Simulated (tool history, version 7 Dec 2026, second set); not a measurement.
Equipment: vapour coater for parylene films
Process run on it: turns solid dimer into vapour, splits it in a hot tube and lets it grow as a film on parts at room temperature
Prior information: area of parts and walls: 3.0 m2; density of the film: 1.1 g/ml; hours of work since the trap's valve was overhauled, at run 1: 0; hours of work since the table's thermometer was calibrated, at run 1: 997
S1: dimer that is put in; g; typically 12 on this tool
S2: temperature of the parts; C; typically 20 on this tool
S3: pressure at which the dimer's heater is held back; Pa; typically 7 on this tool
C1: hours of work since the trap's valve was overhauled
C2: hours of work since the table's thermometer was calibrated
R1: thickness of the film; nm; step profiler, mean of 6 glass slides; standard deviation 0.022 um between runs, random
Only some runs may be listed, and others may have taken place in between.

Run 1, hour 0: usual settings; C1 0; C2 997. Result: R1 2730 nm.
Run 2, hour 53.2: usual settings; C1 39; C2 1036. Result: R1 2750 nm.
Run 3, hour 87.4: usual settings; C1 64; C2 1061. Result: R1 2760 nm.
Run 4, hour 115.1: usual settings; C1 85; C2 1081. Result: R1 2710 nm.
Run 5, hour 172.6: usual settings; C1 127; C2 1123. Result: R1 2770 nm.
Run 6, hour 198.9: usual settings; C1 146; C2 1143. Result: R1 2730 nm.
Run 7, hour 239.7: usual settings; C1 176; C2 1173. Result: R1 2730 nm.
Run 8, hour 288.9: usual settings; C1 212; C2 1209. Result: R1 2710 nm.
Run 9, hour 325.3: usual settings; C1 239; C2 1235. Result: R1 2730 nm.
Run 10, hour 376.6: usual settings; C1 277; C2 1273. Result: R1 2740 nm.
Run 11, hour 434.3: usual settings but S1 9 g, S2 14 C, S3 8.15 Pa; C1 319; C2 1315. Result: R1 2390 nm.
At hour 474.1: trap's valve overhauled.
Run 12, hour 490.4: usual settings but S1 9 g, S2 14 C, S3 2.41 Pa; C1 12; C2 1354. Result: R1 2670 nm.
Run 13, hour 535.9: usual settings but S1 14 g, S2 19 C, S3 2.85 Pa; C1 45; C2 1387. Result: R1 3800 nm.
Run 14, hour 594.2: usual settings but S1 6 g, S3 5.56 Pa; C1 88; C2 1430. Result: R1 1420 nm.
Run 15, hour 649.1: usual settings but S1 6 g, S3 5.56 Pa; C1 128; C2 1470. Result: R1 1410 nm.
At hour 699.4: table's thermometer calibrated.
Run 16, hour 704.5: usual settings but S1 6 g, S2 14 C, S3 10.04 Pa; C1 168; C2 4. Result: R1 1530 nm.

Run 17 is up next; what results do you expect?
Run 17, hour 748: usual settings but S2 23 C, S3 9.1 Pa; C1 200; C2 36. Result: R1 ?.

R1: 2380 nm
Without the tool's hidden state the same run would have given R1 2380 nm.
